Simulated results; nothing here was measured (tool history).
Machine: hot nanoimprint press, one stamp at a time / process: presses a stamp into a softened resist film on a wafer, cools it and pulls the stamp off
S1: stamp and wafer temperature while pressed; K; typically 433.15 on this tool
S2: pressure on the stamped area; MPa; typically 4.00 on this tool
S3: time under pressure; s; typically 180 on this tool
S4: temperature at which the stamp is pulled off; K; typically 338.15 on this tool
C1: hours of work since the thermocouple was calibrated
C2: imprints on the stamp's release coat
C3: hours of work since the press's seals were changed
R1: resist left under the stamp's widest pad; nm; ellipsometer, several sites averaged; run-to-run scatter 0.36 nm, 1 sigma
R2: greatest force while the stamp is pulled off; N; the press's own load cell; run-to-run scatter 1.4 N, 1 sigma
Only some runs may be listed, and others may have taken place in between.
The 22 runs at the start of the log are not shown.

| run | hour | S1 | S2 | S3 | S4 | C1 | C2 | C3 | R1 | R2 |
|---|---|---|---|---|---|---|---|---|---|---|
| 23 | 1060.9 | 427.15 | 4.57 | 330 | 325.15 | 186 | 402 | 162 | 104.9 | 197 |
| 24 | 1113.2 | 427.15 | 4.57 | 330 | 325.15 | 214 | 533 | 191 | 105.2 | 196 |
| 25 | 1176.6 | 438.15 | 4.17 | 330 | 325.15 | 249 | 693 | 226 | 63.8 | 200 |
| 26 | 1219.6 | 438.15 | 4.17 | 330 | 325.15 | 273 | 801 | 249 | 64.2 | 206 |
|  | 1231.0 | stamp cleaned and given a new release coat |
| 27 | 1285.7 | 438.15 | 4.17 | 330 | 325.15 | 305 | 138 | 282 | 63.7 | 190 |
| 28 | 1346.5 | 438.15 | 4.17 | 330 | 325.15 | 339 | 290 | 315 | 64.5 | 194 |
| 29 | 1398.1 | 439.15 | 4.00 | 281 | 326.15 | 367 | 420 | 344 | 65.7 | 189 |
|  | 1441.4 | plate thermocouple calibrated |
| 30 | 1445.1 | 439.15 | 4.00 | 281 | 326.15 | 2 | 531 | 368 | 69.5 | 196 |
| 31 | 1506.0 | 438.15 | 4.00 | 180 | 343.15 | 35 | 684 | 401 | 86.3 | 128 |

Each row is a separate what-if for the run after 31, all from the same tool condition, not one after another. Results?
| A | 1536.0 | 424.15 | 3.67 | 267 | 338.15 | 52 | 759 | 417 | ? | ? |
| B | 1536.0 | 433.15 | 4.00 | 180 | 330.15 | 52 | 759 | 417 | ? | ? |
| C | 1536.0 | 438.15 | 5.65 | 218 | 338.15 | 52 | 759 | 417 | ? | ? |

| run | R1 | R2 |
|---|---|---|
| A | 139.7 | 150 |
| B | 108.3 | 183 |
| C | 68.0 | 151 |
The same runs, with their run-to-run variation unchanged, on a tool lacking any hidden condition would have given:
| run | R1 | R2 |
|---|---|---|
| A | 138.2 | 137 |
| B | 106.6 | 168 |
| C | 66.3 | 139 |

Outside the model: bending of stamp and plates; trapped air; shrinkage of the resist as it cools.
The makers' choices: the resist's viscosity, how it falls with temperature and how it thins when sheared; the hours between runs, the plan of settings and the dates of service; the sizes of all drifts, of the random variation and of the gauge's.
